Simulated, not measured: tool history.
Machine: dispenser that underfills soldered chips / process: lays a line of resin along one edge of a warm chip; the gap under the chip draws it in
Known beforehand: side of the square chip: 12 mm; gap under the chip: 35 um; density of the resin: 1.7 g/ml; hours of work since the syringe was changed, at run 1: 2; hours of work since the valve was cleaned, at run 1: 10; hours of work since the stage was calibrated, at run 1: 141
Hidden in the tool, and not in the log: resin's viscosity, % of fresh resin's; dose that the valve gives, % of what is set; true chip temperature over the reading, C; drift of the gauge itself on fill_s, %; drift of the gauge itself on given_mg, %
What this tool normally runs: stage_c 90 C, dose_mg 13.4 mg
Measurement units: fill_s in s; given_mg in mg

run	hour	stage_c	dose_mg	hours of work since the syringe was changed	hours of work since the valve was cleaned	hours of work since the stage was calibrated	fill_s	given_mg
1	0.0	90	13.4	2	10	141	292.1	13.19
2	4.9	90	13.4	5	13	144	375.1	13.28
3	9.0	90	13.4	8	15	147	455.9	13.11
# hour 9.8: new syringe of resin
4	15.7	90	13.4	4	19	151	330.9	13.12
5	21.3	98	13.4	7	23	154	307.4	13.14
# hour 22.9: new syringe of resin
6	25.7	98	13.4	2	25	157	201.1	13.03
7	29.0	89	13.4	4	27	159	362.0	13.09
8	33.7	89	13.4	6	30	161	447.5	12.99
# hour 36.6: new syringe of resin
9	40.8	104	15.4	3	34	166	164.8	14.88
10	45.6	104	15.4	5	37	168	212.4	14.89
# hour 50.0: new syringe of resin
11	52.7	86	15.3	2	41	173	329.5	14.75
12	55.9	75	13.4	4	43	175	680.2	12.89
13	62.7	95	14.7	8	47	179	367.8	14.02

5 options for the next run, each taken on its own from the tool as it stands now. Forecast them:
# hour 63.3: new syringe of resin
A	69.1	88	13.8	3	51	182	?	?
# hour 63.3: new syringe of resin
B	69.1	77	16.1	3	51	182	?	?
# hour 63.3: new syringe of resin
C	69.1	91	13.4	3	51	182	?	?
# hour 63.3: new syringe of resin
D	69.1	104	14.0	3	51	182	?	?
# hour 63.3: new syringe of resin
E	69.1	92	14.7	3	51	182	?	?

run	fill_s	given_mg
A	367.8	13.03
B	601.6	15.27
C	319.9	12.61
D	178.4	13.34
E	303.9	13.91
Stripped of hidden state, with their random variation kept, the same runs would have yielded:
run	fill_s	given_mg
A	264.7	13.73
B	434.0	16.08
C	229.9	13.29
D	128.5	14.05
E	219.2	14.66
